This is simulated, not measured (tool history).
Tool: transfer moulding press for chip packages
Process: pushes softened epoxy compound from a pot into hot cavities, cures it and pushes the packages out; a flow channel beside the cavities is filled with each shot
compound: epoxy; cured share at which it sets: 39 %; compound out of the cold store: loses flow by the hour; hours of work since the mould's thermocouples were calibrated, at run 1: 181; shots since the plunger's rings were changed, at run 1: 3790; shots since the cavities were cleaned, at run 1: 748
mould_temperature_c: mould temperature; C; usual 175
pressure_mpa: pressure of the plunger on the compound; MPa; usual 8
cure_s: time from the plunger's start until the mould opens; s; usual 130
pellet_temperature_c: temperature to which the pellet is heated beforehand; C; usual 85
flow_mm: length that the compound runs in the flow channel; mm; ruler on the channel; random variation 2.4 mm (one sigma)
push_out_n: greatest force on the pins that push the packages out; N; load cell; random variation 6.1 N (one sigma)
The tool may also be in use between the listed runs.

run,hour,mould_temperature_c,pressure_mpa,cure_s,pellet_temperature_c,hours of work since the mould's thermocouples were calibrated,shots since the plunger's rings were changed,shots since the cavities were cleaned,incoming compound's hours out of the cold store,flow_mm,push_out_n
1,0,175,8,130,85,181,3790,748,30.2,939,396
# hour 20.4: cavities cleaned with cleaning compound and waxed
2,23.5,175,8,130,85,193,3958,24,32.5,925,246
3,64.4,175,8,130,91,216,4270,336,36.5,909,323
# hour 72.8: plunger's sealing rings changed
4,112.7,175,8,130,85,242,305,686,26.7,977,378
# hour 140.7: cavities cleaned with cleaning compound and waxed
5,157.2,178,8,130,85,265,633,126,47.4,894,275
6,178.6,178,8,130,85,277,797,290,19.8,976,327
7,209.3,170,8,130,85,294,1031,524,19.9,1033,450
8,235,170,8,130,85,309,1227,720,8.9,1072,499
# hour 256.6: cavities cleaned with cleaning compound and waxed
9,261.3,175,8,110,85,322,1417,36,22.4,980,280
10,290.3,175,7.48,139,85,339,1638,257,10.2,991,307
11,326.9,179,7.48,139,76,359,1917,536,42.7,859,364
12,361,175,8,130,91,378,2177,796,22.2,979,384
# hour 372.9: cavities cleaned with cleaning compound and waxed
13,397.1,179,8,129,86,397,2442,185,23.4,941,292
14,425.4,175,7.74,130,85,413,2658,401,16.6,972,344
15,465.9,175,7.74,130,85,435,2967,710,37.2,903,383
# hour 488.6: cavities cleaned with cleaning compound and waxed
16,489.5,175,8,131,84,448,3136,7,35.6,924,234

Forecast each of these 5 alternatives for the next run:
A,526.4,175,8.76,130,85,468,3417,288,22.1,?,?
B,526.4,172,8,134,84,468,3417,288,42.3,?,?
C,526.4,175,8,139,84,468,3417,288,25.2,?,?
D,526.4,175,6.31,159,85,468,3417,288,34.3,?,?
E,526.4,180,6.77,154,84,468,3417,288,28.4,?,?

run,flow_mm,push_out_n
A,1007,330
B,916,348
C,954,333
D,820,322
E,837,320
Without the tool's hidden state the same runs would have given:
run,flow_mm,push_out_n
A,1046,232
B,951,248
C,991,235
D,852,225
E,869,221
